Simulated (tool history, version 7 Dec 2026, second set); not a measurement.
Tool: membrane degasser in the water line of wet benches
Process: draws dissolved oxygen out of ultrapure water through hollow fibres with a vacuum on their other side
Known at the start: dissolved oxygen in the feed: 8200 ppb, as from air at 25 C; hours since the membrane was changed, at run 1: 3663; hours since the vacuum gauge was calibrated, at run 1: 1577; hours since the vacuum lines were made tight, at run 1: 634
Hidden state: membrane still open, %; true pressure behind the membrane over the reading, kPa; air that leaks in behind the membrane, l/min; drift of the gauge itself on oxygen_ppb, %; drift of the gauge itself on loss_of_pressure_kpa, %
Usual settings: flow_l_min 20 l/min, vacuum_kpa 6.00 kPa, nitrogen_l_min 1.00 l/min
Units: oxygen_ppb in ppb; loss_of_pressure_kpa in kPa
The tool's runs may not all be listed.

run,day,flow_l_min,vacuum_kpa,nitrogen_l_min,hours since the membrane was changed,hours since the vacuum gauge was calibrated,hours since the vacuum lines were made tight,oxygen_ppb,loss_of_pressure_kpa
1,0.000,20,6.00,1.00,3663,1577,634,211.7,64.85
2,5.183,20,6.00,0.82,3788,1702,759,239.3,64.57
3,17.475,18,6.00,1.00,4083,1997,1054,180.4,58.29
4,22.783,20,6.00,0.61,4210,2124,1181,274.6,65.09
5,31.575,20,6.00,1.00,4421,2335,1392,221.6,65.06
6,40.417,20,6.00,1.00,4633,2547,1604,218.1,65.37
7,46.446,20,7.02,1.00,4778,2692,1749,262.8,65.57
8,51.858,20,7.02,1.00,4908,2822,1879,260.0,65.29
9,60.138,20,7.02,1.00,5107,3021,2078,261.6,65.50
10,67.688,20,7.02,1.65,5288,3202,2259,202.3,65.47
11,74.850,20,7.02,1.65,5460,3374,2431,204.4,65.36
# day 75.804: vacuum gauge calibrated
12,86.167,20,7.02,1.65,5731,249,2702,207.6,65.85
13,95.483,20,7.02,1.65,5954,472,2926,208.8,66.27
14,104.888,20,12.07,1.00,6180,698,3151,475.3,66.64
15,110.371,20,12.07,1.00,6312,830,3283,481.3,66.00
16,121.288,20,6.00,1.00,6574,1092,3545,234.9,66.23
17,132.746,23,6.00,1.00,6849,1367,3820,298.2,76.57
18,137.679,23,8.12,1.00,6967,1485,3938,396.1,76.08
19,146.429,23,8.12,1.00,7177,1695,4148,402.0,76.40
# day 149.829: vacuum gauge calibrated, once more
20,154.738,23,5.67,1.00,7376,118,4347,273.9,77.30
# day 159.654: seals of the vacuum lines changed
21,164.117,13,11.63,1.00,7599,341,107,271.7,43.81
22,170.375,24,13.17,1.00,7749,491,257,650.4,80.56
23,181.225,23,4.18,0.99,8010,752,518,209.5,77.21

Run 24 comes next. What will it give?
24,187.046,17,11.42,1.00,8149,891,657,?,?

oxygen_ppb: 376.6 ppb
loss_of_pressure_kpa: 57.47 kPa
Without the tool's hidden state the same run would have given oxygen_ppb 355.1 ppb, loss_of_pressure_kpa 53.25 kPa.
